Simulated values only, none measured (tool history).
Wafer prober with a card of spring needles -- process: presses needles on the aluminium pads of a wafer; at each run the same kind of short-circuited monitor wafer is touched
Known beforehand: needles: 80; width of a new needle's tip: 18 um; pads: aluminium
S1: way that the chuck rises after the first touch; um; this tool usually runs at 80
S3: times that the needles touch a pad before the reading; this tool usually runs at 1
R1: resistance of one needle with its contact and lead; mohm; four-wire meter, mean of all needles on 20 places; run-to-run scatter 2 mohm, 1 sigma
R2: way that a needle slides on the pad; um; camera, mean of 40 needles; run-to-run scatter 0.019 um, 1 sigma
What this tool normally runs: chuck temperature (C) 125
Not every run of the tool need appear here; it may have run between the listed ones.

{"run": 1, "hour": 0.0, "S1": 80, "chuck temperature (C)": 125, "S3": 1, "R1": 220, "R2": 12.11}
{"run": 2, "hour": 7.7, "S1": 94, "chuck temperature (C)": 125, "S3": 1, "R1": 221, "R2": 14.25}
{"hour": 13.0, "done": "tips cleaned on abrasive film"}
{"run": 3, "hour": 14.3, "S1": 94, "chuck temperature (C)": 125, "S3": 1, "R1": 220, "R2": 14.22}
{"run": 4, "hour": 20.7, "S1": 94, "chuck temperature (C)": 66, "S3": 1, "R1": 204, "R2": 14.24}
{"run": 5, "hour": 27.3, "S1": 94, "chuck temperature (C)": 66, "S3": 1, "R1": 205, "R2": 14.24}
{"hour": 28.0, "done": "tips cleaned on abrasive film"}
{"run": 6, "hour": 32.6, "S1": 94, "chuck temperature (C)": 66, "S3": 1, "R1": 207, "R2": 14.19}
{"run": 7, "hour": 42.1, "S1": 94, "chuck temperature (C)": 66, "S3": 1, "R1": 205, "R2": 14.24}
{"hour": 42.6, "done": "tips cleaned on abrasive film"}
{"run": 8, "hour": 47.4, "S1": 94, "chuck temperature (C)": 66, "S3": 1, "R1": 210, "R2": 14.2}
{"run": 9, "hour": 52.6, "S1": 94, "chuck temperature (C)": 66, "S3": 1, "R1": 207, "R2": 14.21}
{"hour": 58.0, "done": "tips cleaned on abrasive film"}
{"run": 10, "hour": 62.5, "S1": 88, "chuck temperature (C)": 125, "S3": 2, "R1": 221, "R2": 13.31}
{"run": 11, "hour": 72.1, "S1": 85, "chuck temperature (C)": 43, "S3": 1, "R1": 205, "R2": 12.83}
{"hour": 72.9, "done": "tips cleaned on abrasive film"}
{"run": 12, "hour": 81.5, "S1": 85, "chuck temperature (C)": 43, "S3": 1, "R1": 202, "R2": 12.86}
{"hour": 88.0, "done": "tips cleaned on abrasive film"}
{"run": 13, "hour": 91.3, "S1": 67, "chuck temperature (C)": 125, "S3": 1, "R1": 224, "R2": 10.15}
{"run": 14, "hour": 98.3, "S1": 97, "chuck temperature (C)": 73, "S3": 1, "R1": 206, "R2": 14.69}
{"hour": 102.8, "done": "tips cleaned on abrasive film"}
{"run": 15, "hour": 104.0, "S1": 97, "chuck temperature (C)": 73, "S3": 1, "R1": 209, "R2": 14.69}
{"run": 16, "hour": 112.3, "S1": 91, "chuck temperature (C)": 109, "S3": 2, "R1": 214, "R2": 13.76}
{"hour": 117.7, "done": "tips cleaned on abrasive film"}
{"run": 17, "hour": 122.0, "S1": 80, "chuck temperature (C)": 42, "S3": 2, "R1": 201, "R2": 12.09}

Alternative continuations, all from the tool just after run 17; predict every row:
{"run": "A", "hour": 131.2, "S1": 80, "chuck temperature (C)": 71, "S3": 2, "R1": "?", "R2": "?"}
{"run": "B", "hour": 131.2, "S1": 67, "chuck temperature (C)": 125, "S3": 1, "R1": "?", "R2": "?"}
{"run": "C", "hour": 131.2, "S1": 68, "chuck temperature (C)": 42, "S3": 2, "R1": "?", "R2": "?"}

run=A R1=210 R2=12.09
run=B R1=226 R2=10.11
run=C R1=201 R2=10.29
With no hidden state in the tool, these same runs would have given:
run=A R1=209 R2=12.09
run=B R1=225 R2=10.11
run=C R1=201 R2=10.3
